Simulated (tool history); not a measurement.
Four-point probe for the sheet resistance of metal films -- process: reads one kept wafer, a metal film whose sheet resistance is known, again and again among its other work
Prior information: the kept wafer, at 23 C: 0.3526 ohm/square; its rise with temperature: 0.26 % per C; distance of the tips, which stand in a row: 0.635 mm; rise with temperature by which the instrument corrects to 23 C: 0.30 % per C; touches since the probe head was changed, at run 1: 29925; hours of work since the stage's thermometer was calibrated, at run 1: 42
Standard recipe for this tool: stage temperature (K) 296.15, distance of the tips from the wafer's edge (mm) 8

run,hour,stage temperature (K),distance of the tips from the wafer's edge (mm),touches since the probe head was changed,hours of work since the stage's thermometer was calibrated,sheet resistance as the instrument gives it (ohm/square)
1,0.0,296.15,8,29925,42,0.353237
2,18.1,296.15,8,30460,50,0.353462
3,27.3,295.15,8,30732,54,0.353368
4,38.4,295.15,8,31062,59,0.353526
5,50.3,295.15,8,31413,65,0.353480
6,63.3,295.15,8,31798,71,0.353477
7,74.1,296.15,4,32115,75,0.356925
# hour 76.1: stage's thermometer calibrated
8,84.2,296.15,4,32401,4,0.356944
9,96.2,296.15,4,32755,9,0.356917
10,115.3,296.15,72,33321,18,0.352125
# hour 124.7: stage's thermometer calibrated, once more
11,131.7,296.15,5,33790,3,0.355119
12,148.3,296.15,5,34283,11,0.355097
13,161.9,296.15,5,34683,17,0.355105
14,182.7,304.15,33,35299,26,0.351059
15,193.3,294.15,53,35613,31,0.352303
16,207.5,292.15,6,36033,38,0.354724
17,216.5,292.15,6,36300,42,0.354708
18,230.1,299.15,68,36700,48,0.351589
19,239.9,302.15,4,36991,52,0.355992
20,260.1,299.15,8,37588,61,0.352693

Predict the results of run 21:
21,270.9,299.15,8,37908,66,?

sheet resistance as the instrument gives it (ohm/square): 0.352699
Minus the tool's unlogged condition, the same run would have read sheet resistance as the instrument gives it (ohm/square) 0.353341.
